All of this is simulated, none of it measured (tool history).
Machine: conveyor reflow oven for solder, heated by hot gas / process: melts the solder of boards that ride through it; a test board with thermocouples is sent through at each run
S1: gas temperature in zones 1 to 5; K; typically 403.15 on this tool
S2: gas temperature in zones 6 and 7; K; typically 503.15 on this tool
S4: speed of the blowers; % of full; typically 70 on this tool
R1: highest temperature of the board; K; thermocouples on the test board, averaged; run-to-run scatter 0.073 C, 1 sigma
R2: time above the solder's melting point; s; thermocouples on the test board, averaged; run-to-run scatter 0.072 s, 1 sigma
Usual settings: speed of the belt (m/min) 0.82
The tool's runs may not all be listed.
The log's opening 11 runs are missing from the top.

{"hour": 140.1, "done": "flux residue cleaned out of gas plates and filters"}
{"run": 12, "hour": 148.8, "S1": 403.15, "S2": 503.15, "speed of the belt (m/min)": 0.686, "S4": 70, "R1": 493.58, "R2": 53.93}
{"run": 13, "hour": 161.5, "S1": 403.15, "S2": 503.15, "speed of the belt (m/min)": 0.82, "S4": 70, "R1": 488.31, "R2": 41.24}
{"run": 14, "hour": 178.2, "S1": 403.15, "S2": 503.15, "speed of the belt (m/min)": 0.82, "S4": 70, "R1": 488.22, "R2": 41.12}
{"run": 15, "hour": 187.9, "S1": 405.15, "S2": 503.15, "speed of the belt (m/min)": 0.82, "S4": 70, "R1": 488.52, "R2": 41.79}
{"run": 16, "hour": 205.2, "S1": 403.15, "S2": 503.15, "speed of the belt (m/min)": 0.872, "S4": 70, "R1": 486.28, "R2": 37.11}
{"run": 17, "hour": 221.2, "S1": 403.15, "S2": 503.15, "speed of the belt (m/min)": 0.82, "S4": 57, "R1": 484.71, "R2": 37.97}
{"hour": 228.0, "done": "flux residue cleaned out of gas plates and filters, once more"}
{"run": 18, "hour": 233.8, "S1": 403.15, "S2": 495.15, "speed of the belt (m/min)": 0.665, "S4": 70, "R1": 488.74, "R2": 53.76}
{"run": 19, "hour": 249.8, "S1": 392.15, "S2": 503.15, "speed of the belt (m/min)": 0.82, "S4": 63, "R1": 487.28, "R2": 38.1}
{"run": 20, "hour": 266.5, "S1": 392.15, "S2": 501.15, "speed of the belt (m/min)": 0.914, "S4": 63, "R1": 481.66, "R2": 29.99}
{"run": 21, "hour": 283.5, "S1": 403.15, "S2": 503.15, "speed of the belt (m/min)": 0.81, "S4": 70, "R1": 491.34, "R2": 43.95}
{"run": 22, "hour": 295.9, "S1": 403.15, "S2": 503.15, "speed of the belt (m/min)": 0.951, "S4": 70, "R1": 486.17, "R2": 34.01}
{"run": 23, "hour": 313.3, "S1": 403.15, "S2": 503.15, "speed of the belt (m/min)": 0.951, "S4": 70, "R1": 486.26, "R2": 33.86}
{"run": 24, "hour": 326.5, "S1": 403.15, "S2": 518.15, "speed of the belt (m/min)": 0.971, "S4": 64, "R1": 496.25, "R2": 37.98}
{"run": 25, "hour": 339.8, "S1": 394.15, "S2": 513.15, "speed of the belt (m/min)": 0.825, "S4": 80, "R1": 500.78, "R2": 46.21}
{"run": 26, "hour": 353.8, "S1": 394.15, "S2": 513.15, "speed of the belt (m/min)": 0.825, "S4": 80, "R1": 500.85, "R2": 46.14}
{"run": 27, "hour": 370.9, "S1": 403.15, "S2": 503.15, "speed of the belt (m/min)": 0.82, "S4": 71, "R1": 491.01, "R2": 43.35}
{"run": 28, "hour": 379.6, "S1": 403.15, "S2": 503.15, "speed of the belt (m/min)": 0.82, "S4": 71, "R1": 490.96, "R2": 43.32}
{"run": 29, "hour": 395.7, "S1": 395.15, "S2": 503.15, "speed of the belt (m/min)": 0.82, "S4": 65, "R1": 488.11, "R2": 39.4}
{"run": 30, "hour": 413.1, "S1": 407.15, "S2": 503.15, "speed of the belt (m/min)": 0.82, "S4": 56, "R1": 487.55, "R2": 41.28}
{"run": 31, "hour": 423.0, "S1": 407.15, "S2": 503.15, "speed of the belt (m/min)": 0.82, "S4": 56, "R1": 487.36, "R2": 41.32}

Below are 4 alternative next runs, each starting from the tool's condition after run 31. Predict each:
{"run": "A", "hour": 440.0, "S1": 390.15, "S2": 503.15, "speed of the belt (m/min)": 0.879, "S4": 70, "R1": "?", "R2": "?"}
{"run": "B", "hour": 440.0, "S1": 407.15, "S2": 499.15, "speed of the belt (m/min)": 0.816, "S4": 56, "R1": "?", "R2": "?"}
{"run": "C", "hour": 440.0, "S1": 407.15, "S2": 507.15, "speed of the belt (m/min)": 0.82, "S4": 56, "R1": "?", "R2": "?"}
{"run": "D", "hour": 440.0, "S1": 407.15, "S2": 515.15, "speed of the belt (m/min)": 0.867, "S4": 60, "R1": "?", "R2": "?"}

run=A R1=486.35 R2=34.4
run=B R1=484.04 R2=39.29
run=C R1=490.88 R2=43.47
run=D R1=497.14 R2=44.45
Had the tool no hidden state, the same runs would have come out as:
run=A R1=485.53 R2=33.67
run=B R1=483.02 R2=38.27
run=C R1=489.88 R2=42.51
run=D R1=496.22 R2=43.59
